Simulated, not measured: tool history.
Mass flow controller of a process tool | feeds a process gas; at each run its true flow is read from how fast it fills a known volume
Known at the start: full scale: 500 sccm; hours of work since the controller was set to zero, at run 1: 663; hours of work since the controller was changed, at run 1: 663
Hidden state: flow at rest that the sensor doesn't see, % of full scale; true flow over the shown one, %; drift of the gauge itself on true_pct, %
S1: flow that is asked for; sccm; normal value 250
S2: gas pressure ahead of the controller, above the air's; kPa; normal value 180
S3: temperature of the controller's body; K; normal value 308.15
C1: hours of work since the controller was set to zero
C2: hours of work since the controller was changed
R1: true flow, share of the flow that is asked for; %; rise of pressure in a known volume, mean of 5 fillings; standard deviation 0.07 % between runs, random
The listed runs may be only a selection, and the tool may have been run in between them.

| run | hour | S1 | S2 | S3 | C1 | C2 | R1 |
|---|---|---|---|---|---|---|---|
| 1 | 0.0 | 250 | 180 | 308.15 | 663 | 663 | 98.21 |
| 2 | 233.5 | 250 | 180 | 308.15 | 750 | 750 | 98.02 |
| 3 | 491.4 | 250 | 180 | 308.15 | 845 | 845 | 98.09 |
| 4 | 677.9 | 250 | 180 | 308.15 | 915 | 915 | 98.03 |
| 5 | 924.5 | 250 | 180 | 308.15 | 1006 | 1006 | 98.03 |
| 6 | 1217.3 | 250 | 180 | 308.15 | 1115 | 1115 | 97.98 |
| 7 | 1365.4 | 250 | 180 | 308.15 | 1169 | 1169 | 97.92 |
| 8 | 1596.6 | 250 | 180 | 308.15 | 1255 | 1255 | 97.90 |
| 9 | 1901.9 | 250 | 180 | 302.15 | 1368 | 1368 | 98.48 |
| 10 | 2169.0 | 125 | 180 | 308.15 | 1467 | 1467 | 97.28 |
| 11 | 2464.1 | 125 | 180 | 308.15 | 1577 | 1577 | 97.08 |
| 12 | 2639.5 | 125 | 180 | 308.15 | 1642 | 1642 | 96.92 |
| 13 | 2917.8 | 125 | 180 | 308.15 | 1745 | 1745 | 96.98 |
| 14 | 3049.8 | 125 | 180 | 294.15 | 1794 | 1794 | 98.37 |
| 15 | 3313.5 | 125 | 180 | 294.15 | 1892 | 1892 | 98.30 |
| 16 | 3607.7 | 282 | 190 | 310.15 | 2001 | 2001 | 97.41 |
| 17 | 3743.3 | 282 | 190 | 310.15 | 2051 | 2051 | 97.43 |
| 18 | 3927.6 | 282 | 190 | 310.15 | 2119 | 2119 | 97.47 |
| 19 | 4059.1 | 282 | 190 | 310.15 | 2168 | 2168 | 97.32 |
| 20 | 4236.8 | 71 | 225 | 308.15 | 2234 | 2234 | 94.91 |
| 21 | 4481.6 | 71 | 225 | 308.15 | 2325 | 2325 | 94.94 |
| 22 | 4683.8 | 178 | 267 | 308.15 | 2400 | 2400 | 96.60 |
| 23 | 4888.0 | 178 | 267 | 295.15 | 2475 | 2475 | 98.05 |
| 24 | 5012.0 | 448 | 152 | 293.15 | 2521 | 2521 | 99.79 |
| 25 | 5213.5 | 166 | 276 | 308.15 | 2596 | 2596 | 96.28 |
| 26 | 5504.2 | 166 | 276 | 308.15 | 2704 | 2704 | 96.32 |
| 27 | 5707.5 | 250 | 188 | 308.15 | 2779 | 2779 | 97.07 |
| 28 | 5918.6 | 88 | 142 | 312.15 | 2858 | 2858 | 94.68 |
| 29 | 6188.1 | 79 | 156 | 301.15 | 2958 | 2958 | 95.50 |
| 30 | 6353.5 | 112 | 194 | 300.15 | 3019 | 3019 | 96.45 |

Some steps in R1, run to run, broken into two amounts with sign: the step expected even without the hidden condition (settings, incoming material, random variation), and the rest, left for the hidden condition together with whatever gauge scatter is not in both the measured and the hidden-condition-free result:
Run 19 -> 20: S1 282 -> 71, S2 190 -> 225, S3 310.15 -> 308.15. R1 -2.41 %: hidden state -2.24, all else -0.17.
Run 21 -> 22: S1 71 -> 178, S2 225 -> 267. R1 +1.66 %: hidden state +1.79, all else -0.13.
Run 24 -> 25: S1 448 -> 166, S2 152 -> 276, S3 293.15 -> 308.15. R1 -3.51 %: hidden state -0.93, all else -2.58.
Run 27 -> 28: S1 250 -> 88, S2 188 -> 142, S3 308.15 -> 312.15. R1 -2.39 %: hidden state -1.94, all else -0.45.
